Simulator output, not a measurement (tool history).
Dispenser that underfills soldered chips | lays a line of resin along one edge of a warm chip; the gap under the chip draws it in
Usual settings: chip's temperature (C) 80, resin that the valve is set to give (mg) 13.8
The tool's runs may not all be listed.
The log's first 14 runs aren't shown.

run,day,chip's temperature (C),resin that the valve is set to give (mg),time until the resin shows at the far edge (s),resin that the valve gave (mg)
# day 3.104: new syringe of resin
15,3.325,80,11.8,140.8,11.76
16,3.504,80,15.1,163.9,14.97
17,3.717,80,13.8,206.5,13.66
# day 3.921: new syringe of resin
18,3.921,80,13.8,105.7,13.61
19,4.188,80,13.8,139.0,13.52
20,4.400,80,13.8,176.1,13.62
21,4.617,79,16.4,225.0,16.12
# day 4.738: new syringe of resin
22,4.846,79,16.4,120.9,16.11
23,5.000,79,16.4,144.9,16.02
24,5.242,90,13.8,135.0,13.45
25,5.496,75,13.8,290.3,13.40
# day 5.542: new syringe of resin
26,5.767,80,16.1,131.2,15.68
# day 5.942: dispensing valve cleaned and set on the balance
27,6.058,80,16.5,173.0,16.50
28,6.188,89,12.5,155.2,12.47
29,6.308,94,15.3,145.6,15.38
# day 6.388: new syringe of resin
30,6.546,95,16.4,78.4,16.44
31,6.667,71,16.5,189.6,16.38
32,6.800,83,17.8,147.5,17.66
33,6.954,83,17.8,171.6,17.70
# day 7.200: new syringe of resin
34,7.258,83,13.1,104.1,12.97
35,7.521,83,13.1,136.2,12.96

4 ways to go on from here, each from the tool as it stands after run 35. What would each give?
A,7.717,83,12.7,?,?
B,7.717,83,13.1,?,?
C,7.717,87,12.5,?,?
D,7.717,77,13.3,?,?

run,time until the resin shows at the far edge (s),resin that the valve gave (mg)
A,165.6,12.50
B,168.7,12.89
C,147.7,12.38
D,200.4,13.15
Without the tool's hidden state the same runs would have given:
run,time until the resin shows at the far edge (s),resin that the valve gave (mg)
A,98.6,12.66
B,100.7,13.06
C,88.1,12.54
D,119.8,13.32

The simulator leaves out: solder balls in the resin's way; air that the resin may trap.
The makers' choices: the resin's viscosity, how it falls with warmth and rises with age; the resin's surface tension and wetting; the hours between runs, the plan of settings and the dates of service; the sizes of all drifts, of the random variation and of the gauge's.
